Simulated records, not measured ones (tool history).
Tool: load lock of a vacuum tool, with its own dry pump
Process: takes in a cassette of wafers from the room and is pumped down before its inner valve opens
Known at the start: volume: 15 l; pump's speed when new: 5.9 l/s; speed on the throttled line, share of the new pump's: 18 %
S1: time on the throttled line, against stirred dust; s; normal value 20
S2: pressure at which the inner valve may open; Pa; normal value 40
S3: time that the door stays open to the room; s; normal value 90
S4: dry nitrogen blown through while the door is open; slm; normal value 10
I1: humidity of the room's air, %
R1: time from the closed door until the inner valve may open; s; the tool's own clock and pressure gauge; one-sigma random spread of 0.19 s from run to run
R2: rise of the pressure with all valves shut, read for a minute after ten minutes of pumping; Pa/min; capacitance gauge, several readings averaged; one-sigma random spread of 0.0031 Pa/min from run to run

run 1 hour=0 | S1=20 S2=40 S3=90 S4=10 | I1=43.5 | R1=36.4 R2=0.207
run 2 hour=302.7 | S1=20 S2=40 S3=90 S4=10 | I1=45.3 | R1=36.4 R2=0.222
run 3 hour=713.4 | S1=20 S2=40 S3=90 S4=10 | I1=43.1 | R1=36.5 R2=0.23
run 4 hour=1446.3 | S1=20 S2=40 S3=90 S4=10 | I1=46.3 | R1=36.5 R2=0.272
run 5 hour=1830.6 | S1=20 S2=40 S3=90 S4=10 | I1=43.4 | R1=36.9 R2=0.29
-- hour=2117.7 door's seal changed, seat wiped
run 6 hour=2327.3 | S1=20 S2=40 S3=90 S4=10 | I1=41.6 | R1=36.6 R2=0.072
run 7 hour=2719.9 | S1=31 S2=40 S3=90 S4=10 | I1=43 | R1=46.1 R2=0.081
run 8 hour=3037.6 | S1=31 S2=40 S3=90 S4=10 | I1=44.3 | R1=45.7 R2=0.092
run 9 hour=3510.5 | S1=20 S2=40 S3=90 S4=10 | I1=45.2 | R1=37.3 R2=0.097
run 10 hour=4161.5 | S1=20 S2=40 S3=90 S4=10 | I1=45.4 | R1=37.1 R2=0.119
run 11 hour=4608.1 | S1=20 S2=40 S3=90 S4=10 | I1=47.8 | R1=37 R2=0.13
run 12 hour=4918.1 | S1=20 S2=40 S3=90 S4=10 | I1=47.7 | R1=37.2 R2=0.14
run 13 hour=5225.4 | S1=20 S2=40 S3=90 S4=10 | I1=44.8 | R1=37.8 R2=0.144
run 14 hour=5610.7 | S1=20 S2=40 S3=90 S4=35 | I1=43.3 | R1=37.2 R2=0.135
run 15 hour=6046.8 | S1=20 S2=40 S3=90 S4=35 | I1=46.3 | R1=38.2 R2=0.149
run 16 hour=6608.8 | S1=20 S2=40 S3=90 S4=35 | I1=46 | R1=38.2 R2=0.181
run 17 hour=7000.5 | S1=20 S2=40 S3=39 S4=10 | I1=49.9 | R1=38.1 R2=0.215
run 18 hour=7581.6 | S1=20 S2=40 S3=39 S4=10 | I1=46.5 | R1=38.2 R2=0.239
run 19 hour=7914.6 | S1=20 S2=40 S3=90 S4=10 | I1=46 | R1=38.1 R2=0.273
run 20 hour=8215.6 | S1=20 S2=40 S3=90 S4=15 | I1=43.1 | R1=38.5 R2=0.282
-- hour=8270.8 door's seal changed, seat wiped
run 21 hour=8637.9 | S1=20 S2=69 S3=35 S4=9 | I1=44.4 | R1=37.2 R2=0.057
-- hour=9135.4 dry pump taken out, an overhauled one fitted
run 22 hour=9295.5 | S1=14 S2=72 S3=77 S4=41 | I1=45 | R1=29.7 R2=0.056
run 23 hour=9956.6 | S1=14 S2=72 S3=221 S4=21 | I1=42.3 | R1=29.7 R2=0.111
run 24 hour=10399.2 | S1=36 S2=62 S3=90 S4=10 | I1=42.4 | R1=48.7 R2=0.112
run 25 hour=11046.2 | S1=36 S2=62 S3=90 S4=10 | I1=44.8 | R1=48.7 R2=0.136
run 26 hour=11456.7 | S1=31 S2=62 S3=28 S4=14 | I1=46.5 | R1=44.5 R2=0.12
run 27 hour=11998.3 | S1=23 S2=40 S3=90 S4=10 | I1=44.7 | R1=39.2 R2=0.171
run 28 hour=12357.9 | S1=23 S2=40 S3=90 S4=10 | I1=44.1 | R1=39.3 R2=0.175
run 29 hour=12670.9 | S1=23 S2=40 S3=90 S4=10 | I1=43.3 | R1=39.9 R2=0.192
run 30 hour=13229.1 | S1=14 S2=40 S3=48 S4=10 | I1=44.1 | R1=32.6 R2=0.209
run 31 hour=13691 | S1=11 S2=40 S3=90 S4=35 | I1=45.4 | R1=29.9 R2=0.22
-- hour=14405.7 door's seal changed, seat wiped
run 32 hour=14405.7 | S1=20 S2=40 S3=210 S4=13 | I1=45.1 | R1=37.4 R2=0.096
run 33 hour=14909.3 | S1=20 S2=40 S3=217 S4=10 | I1=45 | R1=37.1 R2=0.108
run 34 hour=15360.4 | S1=20 S2=32 S3=90 S4=8 | I1=45 | R1=37.8 R2=0.092
run 35 hour=16040.9 | S1=11 S2=40 S3=90 S4=10 | I1=47.8 | R1=30.6 R2=0.108
run 36 hour=16675.1 | S1=11 S2=40 S3=90 S4=10 | I1=41.6 | R1=30.8 R2=0.115
run 37 hour=17371.3 | S1=16 S2=40 S3=27 S4=10 | I1=41.4 | R1=35 R2=0.105
run 38 hour=18036.7 | S1=20 S2=47 S3=27 S4=17 | I1=48 | R1=38 R2=0.126

What if the next run were any one of these 3? Each begins from the tool's condition after run 38:
-- hour=18312.8 dry pump taken out, an overhauled one fitted
run A hour=18416.7 | S1=12 S2=47 S3=38 S4=17 | I1=44.6 | R1=? R2=?
-- hour=18312.8 dry pump taken out, an overhauled one fitted
run B hour=18416.7 | S1=20 S2=47 S3=49 S4=17 | I1=46.7 | R1=? R2=?
-- hour=18312.8 dry pump taken out, an overhauled one fitted
run C hour=18416.7 | S1=20 S2=40 S3=90 S4=11 | I1=48.1 | R1=? R2=?

run=A R1=29.4 R2=0.146
run=B R1=36 R2=0.153
run=C R1=36.5 R2=0.183
Had the tool no hidden state, the same runs would have come out as:
run=A R1=29.2 R2=0.043
run=B R1=35.9 R2=0.049
run=C R1=36.3 R2=0.08

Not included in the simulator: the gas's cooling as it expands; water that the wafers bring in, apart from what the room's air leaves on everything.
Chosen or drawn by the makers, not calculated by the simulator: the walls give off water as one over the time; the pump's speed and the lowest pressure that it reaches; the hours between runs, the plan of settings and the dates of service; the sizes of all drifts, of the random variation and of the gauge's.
